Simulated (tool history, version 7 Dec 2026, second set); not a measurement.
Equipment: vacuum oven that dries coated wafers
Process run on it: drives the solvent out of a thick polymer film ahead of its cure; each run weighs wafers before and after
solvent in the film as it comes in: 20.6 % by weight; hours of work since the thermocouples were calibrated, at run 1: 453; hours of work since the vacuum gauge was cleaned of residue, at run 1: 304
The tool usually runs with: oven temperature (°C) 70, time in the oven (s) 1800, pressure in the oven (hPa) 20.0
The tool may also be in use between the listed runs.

| run | hour | oven temperature (°C) | time in the oven (s) | pressure in the oven (hPa) | hours of work since the thermocouples were calibrated | hours of work since the vacuum gauge was cleaned of residue | solvent left in the film (%) |
|---|---|---|---|---|---|---|---|
| 1 | 0.0 | 70 | 1800 | 20.0 | 453 | 304 | 2.42 |
| 2 | 11.2 | 70 | 2460 | 20.0 | 460 | 310 | 1.78 |
| 3 | 29.1 | 70 | 2460 | 20.0 | 470 | 320 | 1.73 |
| 4 | 41.5 | 70 | 1800 | 20.0 | 477 | 327 | 2.38 |
| 5 | 54.7 | 70 | 1800 | 20.0 | 485 | 335 | 2.35 |
| 6 | 73.4 | 70 | 1800 | 20.0 | 495 | 346 | 2.39 |
| 7 | 88.1 | 70 | 1800 | 20.0 | 504 | 354 | 2.43 |
| 8 | 108.4 | 70 | 1800 | 20.0 | 515 | 366 | 2.52 |
| 9 | 122.7 | 70 | 1800 | 20.0 | 523 | 374 | 2.45 |
| 10 | 134.3 | 70 | 1800 | 20.0 | 530 | 380 | 2.49 |
| 11 | 158.5 | 70 | 1800 | 20.0 | 544 | 394 | 2.38 |
| 12 | 179.2 | 70 | 2040 | 20.0 | 556 | 406 | 2.10 |
| 13 | 192.6 | 70 | 1800 | 13.2 | 563 | 414 | 2.02 |
| 14 | 212.4 | 70 | 1800 | 13.2 | 575 | 425 | 2.05 |
| 15 | 235.6 | 70 | 1800 | 20.0 | 588 | 438 | 2.41 |
| 16 | 257.0 | 70 | 1800 | 20.0 | 600 | 451 | 2.49 |
| 17 | 270.3 | 70 | 1800 | 20.0 | 608 | 458 | 2.56 |
| 18 | 288.1 | 70 | 1800 | 20.0 | 618 | 468 | 2.42 |
| 19 | 307.4 | 70 | 1800 | 20.0 | 629 | 479 | 2.43 |
| 20 | 325.0 | 70 | 1800 | 20.0 | 639 | 489 | 2.46 |
| 21 | 342.0 | 70 | 1800 | 12.3 | 649 | 499 | 1.98 |
| 22 | 365.4 | 62 | 1800 | 20.0 | 662 | 512 | 4.72 |
| 23 | 378.2 | 70 | 1800 | 21.6 | 669 | 520 | 2.56 |
| 24 | 389.3 | 70 | 1800 | 20.0 | 676 | 526 | 2.43 |
| 25 | 408.6 | 68 | 960 | 20.0 | 687 | 537 | 5.80 |
| 26 | 426.8 | 68 | 3120 | 66.5 | 697 | 548 | 5.11 |
| 27 | 449.1 | 70 | 2520 | 11.2 | 710 | 560 | 1.22 |
| 28 | 466.9 | 68 | 2940 | 27.2 | 720 | 570 | 2.39 |
| 29 | 485.5 | 73 | 1800 | 43.3 | 731 | 581 | 3.31 |
| 30 | 501.2 | 73 | 1800 | 43.3 | 740 | 590 | 3.42 |
|  | 504.3 | vacuum gauge cleaned of residue and calibrated |
| 31 | 525.8 | 60 | 900 | 20.0 | 753 | 12 | 9.03 |
| 32 | 545.8 | 81 | 900 | 20.0 | 764 | 24 | 2.75 |
| 33 | 560.4 | 81 | 900 | 20.0 | 773 | 32 | 2.81 |
| 34 | 576.5 | 60 | 2700 | 37.5 | 782 | 41 | 5.24 |
| 35 | 597.8 | 60 | 1380 | 37.5 | 794 | 53 | 7.96 |
| 36 | 608.2 | 57 | 1380 | 11.8 | 800 | 59 | 7.03 |
| 37 | 628.3 | 59 | 1980 | 58.8 | 811 | 71 | 8.89 |
|  | 638.5 | vacuum gauge cleaned of residue and calibrated, once more |
| 38 | 639.9 | 78 | 1260 | 20.0 | 817 | 1 | 2.11 |
| 39 | 652.4 | 70 | 3060 | 20.0 | 824 | 8 | 1.61 |
| 40 | 663.4 | 82 | 960 | 20.0 | 830 | 14 | 2.34 |
| 41 | 674.5 | 82 | 960 | 20.0 | 837 | 21 | 2.25 |
| 42 | 692.7 | 70 | 1380 | 10.3 | 847 | 31 | 2.93 |
| 43 | 710.4 | 70 | 1380 | 10.3 | 857 | 41 | 2.99 |
| 44 | 727.4 | 61 | 1380 | 27.7 | 867 | 51 | 6.74 |
| 45 | 740.6 | 76 | 1380 | 27.7 | 875 | 58 | 2.62 |
| 46 | 751.3 | 70 | 1800 | 67.4 | 881 | 64 | 5.66 |
| 47 | 765.0 | 57 | 1800 | 67.4 | 889 | 72 | 10.77 |
| 48 | 788.7 | 56 | 1200 | 51.3 | 902 | 86 | 11.46 |

Predict each of these 3 candidate next runs independently; none follows another, all start after run 48:
| A | 808.9 | 56 | 1200 | 18.2 | 914 | 97 | ? |
| B | 808.9 | 61 | 1200 | 24.6 | 914 | 97 | ? |
| C | 808.9 | 70 | 1800 | 71.5 | 914 | 97 | ? |

| run | solvent left in the film (%) |
|---|---|
| A | 8.50 |
| B | 7.34 |
| C | 5.88 |
Without the tool's hidden state the same runs would have given:
| run | solvent left in the film (%) |
|---|---|
| A | 7.93 |
| B | 6.77 |
| C | 5.38 |

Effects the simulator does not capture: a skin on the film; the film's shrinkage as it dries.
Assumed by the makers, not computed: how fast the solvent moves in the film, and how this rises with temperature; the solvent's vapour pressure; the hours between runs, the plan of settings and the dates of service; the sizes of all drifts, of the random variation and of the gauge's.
